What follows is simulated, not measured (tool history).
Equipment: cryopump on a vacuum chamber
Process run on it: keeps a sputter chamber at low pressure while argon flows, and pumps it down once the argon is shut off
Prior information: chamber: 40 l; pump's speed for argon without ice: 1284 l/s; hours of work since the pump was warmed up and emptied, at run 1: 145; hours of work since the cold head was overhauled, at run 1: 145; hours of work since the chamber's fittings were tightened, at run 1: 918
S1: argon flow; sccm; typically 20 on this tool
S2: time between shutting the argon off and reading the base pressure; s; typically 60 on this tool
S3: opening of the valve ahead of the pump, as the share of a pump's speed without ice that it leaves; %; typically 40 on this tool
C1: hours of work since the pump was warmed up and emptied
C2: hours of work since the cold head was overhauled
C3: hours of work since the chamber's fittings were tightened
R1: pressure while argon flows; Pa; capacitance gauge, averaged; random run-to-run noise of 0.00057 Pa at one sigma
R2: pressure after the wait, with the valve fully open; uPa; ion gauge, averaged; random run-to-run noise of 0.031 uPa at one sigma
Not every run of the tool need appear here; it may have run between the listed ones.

run	day	S1	S2	S3	C1	C2	C3	R1	R2
1	0.000	20	60	40	145	145	918	0.0664	2.98
2	0.350	20	60	40	152	152	925	0.0671	2.98
3	1.000	20	60	19	165	165	937	0.1409	3.00
4	1.567	20	60	19	176	176	948	0.1405	3.02
5	1.992	20	60	19	184	184	956	0.1410	3.05
6	2.450	20	60	22	193	193	965	0.1231	3.11
7	3.012	21	60	40	204	204	976	0.0714	3.09
8	3.396	20	60	59	211	211	984	0.0467	3.10
9	4.138	20	60	59	225	225	998	0.0475	3.18
10	4.821	20	60	59	239	239	1012	0.0458	3.13
11	5.454	20	60	59	251	251	1024	0.0466	3.30
12	6.146	28	60	59	265	265	1037	0.0655	3.34
13	6.888	28	60	59	279	279	1052	0.0658	3.28
14	7.517	20	174	40	291	291	1064	0.0689	2.39
15	8.246	31	266	40	305	305	1078	0.1056	2.26
16	8.883	20	60	28	318	318	1090	0.0968	3.37
17	9.462	37	60	18	329	329	1102	0.2759	3.35
18	9.842	34	34	45	336	336	1109	0.1049	4.44
19	10.221	34	39	47	344	344	1116	0.1003	4.20
20	10.604	34	39	47	351	351	1124	0.1003	4.18
21	11.321	21	68	19	365	365	1138	0.1507	3.25
22	12.004	21	68	19	378	378	1151	0.1495	3.23
23	12.667	21	68	19	391	391	1164	0.1486	3.32
24	13.096	21	68	19	400	400	1172	0.1486	3.32
25	13.688	21	68	19	411	411	1184	0.1494	3.34
26	14.212	24	34	25	421	421	1194	0.1304	4.62
27	14.729	24	34	25	431	431	1204	0.1309	4.55

Forecast each of these 5 alternatives for the next run:
A	15.171	35	22	40	440	440	1213	?	?
B	15.171	11	60	40	440	440	1213	?	?
C	15.171	20	60	29	440	440	1213	?	?
D	15.171	25	42	25	440	440	1213	?	?
E	15.171	21	110	21	440	440	1213	?	?

run	R1	R2
A	0.1222	5.99
B	0.0379	3.64
C	0.0940	3.62
D	0.1369	4.19
E	0.1346	3.01
With the hidden condition removed and each run's random variation left untouched, the same runs would have given:
run	R1	R2
A	0.1154	3.96
B	0.0358	1.61
C	0.0902	1.57
D	0.1321	2.17
E	0.1305	0.98
